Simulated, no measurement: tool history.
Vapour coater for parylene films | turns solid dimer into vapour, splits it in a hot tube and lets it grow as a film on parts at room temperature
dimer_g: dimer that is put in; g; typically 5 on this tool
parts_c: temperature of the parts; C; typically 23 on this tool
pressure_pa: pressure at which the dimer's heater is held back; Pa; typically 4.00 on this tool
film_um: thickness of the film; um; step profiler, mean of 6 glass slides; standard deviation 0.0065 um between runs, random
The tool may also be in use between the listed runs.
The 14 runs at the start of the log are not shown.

| run | hour | dimer_g | parts_c | pressure_pa | hours of work since the trap's valve was overhauled | hours of work since the table's thermometer was calibrated | film_um |
|---|---|---|---|---|---|---|---|
| 15 | 849.0 | 5 | 24 | 4.00 | 391 | 555 | 0.964 |
| 16 | 915.7 | 5 | 24 | 4.00 | 438 | 601 | 0.947 |
|  | 968.6 | trap's valve overhauled |
| 17 | 976.4 | 5 | 24 | 4.00 | 5 | 640 | 1.084 |
| 18 | 1016.4 | 5 | 23 | 4.17 | 33 | 668 | 1.103 |
| 19 | 1073.2 | 5 | 23 | 4.00 | 73 | 707 | 1.114 |
| 20 | 1131.7 | 5 | 23 | 4.00 | 113 | 748 | 1.103 |
| 21 | 1211.0 | 5 | 23 | 4.00 | 168 | 803 | 1.085 |
| 22 | 1282.5 | 5 | 23 | 4.00 | 218 | 853 | 1.057 |
| 23 | 1346.7 | 5 | 23 | 4.00 | 262 | 897 | 1.047 |
| 24 | 1408.6 | 3 | 23 | 3.83 | 305 | 940 | 0.620 |
| 25 | 1477.1 | 3 | 23 | 3.83 | 352 | 987 | 0.606 |
| 26 | 1520.7 | 4 | 23 | 6.63 | 383 | 1018 | 0.766 |
| 27 | 1571.8 | 4 | 23 | 6.63 | 418 | 1053 | 0.763 |
| 28 | 1630.5 | 8 | 23 | 5.46 | 459 | 1094 | 1.534 |
|  | 1655.1 | trap's valve overhauled |
| 29 | 1719.3 | 4 | 23 | 10.72 | 44 | 1153 | 0.817 |

Estimate the outcome of run 30 from the log above:
| 30 | 1800.9 | 3 | 17 | 11.53 | 101 | 1209 | ? |

film_um: 0.777 um
Minus the tool's unlogged condition, the same run would have read film_um 0.774 um.
